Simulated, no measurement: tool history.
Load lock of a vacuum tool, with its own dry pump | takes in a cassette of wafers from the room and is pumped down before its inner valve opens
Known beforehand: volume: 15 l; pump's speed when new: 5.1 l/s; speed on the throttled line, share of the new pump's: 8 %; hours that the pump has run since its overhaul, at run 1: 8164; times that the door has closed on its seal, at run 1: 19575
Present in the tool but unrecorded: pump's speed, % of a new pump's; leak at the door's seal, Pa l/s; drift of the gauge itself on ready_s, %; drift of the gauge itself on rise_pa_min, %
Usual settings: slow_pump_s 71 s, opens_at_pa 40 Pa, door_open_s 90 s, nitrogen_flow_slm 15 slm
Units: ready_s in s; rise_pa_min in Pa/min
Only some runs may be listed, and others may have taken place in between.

| run | hour | slow_pump_s | opens_at_pa | door_open_s | nitrogen_flow_slm | hours that the pump has run since its overhaul | times that the door has closed on its seal | incoming humidity of the room's air, % | ready_s | rise_pa_min |
|---|---|---|---|---|---|---|---|---|---|---|
| 1 | 0.0 | 71 | 40 | 90 | 15 | 8164 | 19575 | 46.7 | 88.3 | 0.046 |
| 2 | 152.5 | 71 | 40 | 90 | 15 | 8316 | 19981 | 47.5 | 88.6 | 0.046 |
| 3 | 244.6 | 71 | 40 | 90 | 15 | 8408 | 20226 | 44.1 | 88.5 | 0.038 |
| 4 | 383.1 | 62 | 40 | 90 | 15 | 8547 | 20595 | 45.2 | 80.3 | 0.047 |
| 5 | 528.9 | 71 | 40 | 90 | 15 | 8693 | 20983 | 46.4 | 88.4 | 0.042 |
| 6 | 706.3 | 71 | 40 | 90 | 5 | 8870 | 21455 | 48.9 | 88.2 | 0.059 |
| 7 | 871.3 | 71 | 40 | 90 | 5 | 9035 | 21895 | 47.4 | 88.1 | 0.056 |
| 8 | 1019.6 | 71 | 40 | 90 | 5 | 9183 | 22290 | 44.9 | 88.1 | 0.057 |
| 9 | 1121.3 | 71 | 40 | 90 | 25 | 9285 | 22561 | 43.8 | 88.5 | 0.038 |

Run 10 has not been measured yet. What should we expect?
| 10 | 1287.2 | 92 | 36 | 190 | 15 | 9451 | 23002 | 45.3 | ? | ? |

{"run 10": {"ready_s": 108.2, "rise_pa_min": 0.058}}
The same run, on a tool lacking any hidden state, would have yielded ready_s 108.2 s, rise_pa_min 0.057 Pa/min.
